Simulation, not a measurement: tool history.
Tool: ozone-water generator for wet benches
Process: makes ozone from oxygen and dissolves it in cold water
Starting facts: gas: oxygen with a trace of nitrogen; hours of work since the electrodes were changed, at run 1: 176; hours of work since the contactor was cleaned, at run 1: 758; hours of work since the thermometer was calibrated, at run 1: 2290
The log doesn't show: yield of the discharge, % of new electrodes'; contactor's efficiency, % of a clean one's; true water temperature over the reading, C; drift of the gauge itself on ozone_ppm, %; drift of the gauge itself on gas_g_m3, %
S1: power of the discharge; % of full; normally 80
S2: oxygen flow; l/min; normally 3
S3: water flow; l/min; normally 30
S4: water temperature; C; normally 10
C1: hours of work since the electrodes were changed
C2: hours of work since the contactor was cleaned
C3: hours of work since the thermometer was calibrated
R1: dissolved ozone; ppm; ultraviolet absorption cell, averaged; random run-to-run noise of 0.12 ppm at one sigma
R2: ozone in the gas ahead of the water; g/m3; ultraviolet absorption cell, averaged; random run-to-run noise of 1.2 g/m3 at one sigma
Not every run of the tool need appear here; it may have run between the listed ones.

run,hour,S1,S2,S3,S4,C1,C2,C3,R1,R2
1,0,80,3,30,10,176,758,2290,10.6,213.8
2,118,80,3,30,10,271,853,2385,10.2,211.5
3,250,80,3,30,10,378,959,2491,10.5,212.4
4,368.5,80,3,25,10,473,1055,2587,12.4,211.4
5,432.7,80,2.73,30,10,525,1107,2639,10.1,224.7
6,534,80,3,30,10,607,1188,2720,10.6,210.9
# hour 602.6: water thermometer calibrated
7,641.8,80,3,30,10,693,1275,32,10.2,210.7
8,731,80,3,30,6,765,1347,104,10.6,211.1
9,799.6,80,3,30,6,820,1402,159,10.6,211.7
10,900,80,3,30,10,901,1483,240,10.4,210.7
11,986.9,80,1.7,30,10,971,1553,310,9.2,300.7
12,1065.6,80,4.87,30,10,1035,1616,373,11.2,156
13,1179.8,80,3.34,26,10,1127,1708,465,12.3,197.3
14,1281.2,80,3.34,22,5,1208,1790,547,15,199.3
15,1341.9,80,2,30,15,1257,1839,596,9.3,267.1
16,1435.4,80,2,41,15,1333,1914,671,6.5,271.3
17,1555.8,53,1.64,30,10,1430,2011,768,6.9,230.1
18,1655.4,71,2.77,30,10,1510,2092,849,9.2,203.9
19,1768.4,97,2.77,44,10,1601,2183,940,7.5,252.8
20,1840.8,76,4.84,29,10,1659,2241,998,10.9,151.6
21,1983.3,61,1.69,31,9,1774,2356,1113,7.1,251
22,2067.5,44,3.29,30,10,1842,2424,1181,6.7,131.4
23,2171.9,57,3,38,13,1926,2508,1265,6.1,166
24,2255.5,57,3,38,13,1994,2575,1332,5.9,165.4

Predict each of these 3 candidate next runs independently; none follows another, all start after run 24:
A,2360.9,42,3,30,10,2079,2660,1417,?,?
B,2360.9,99,3,30,7,2079,2660,1417,?,?
C,2360.9,54,3,40,13,2079,2660,1417,?,?

run,R1,R2
A,6.7,136.3
B,12,246
C,5.6,161.1
With no hidden state in the tool, these same runs would have given:
run,R1,R2
A,6.7,136.3
B,12,246.3
C,5.6,161.2
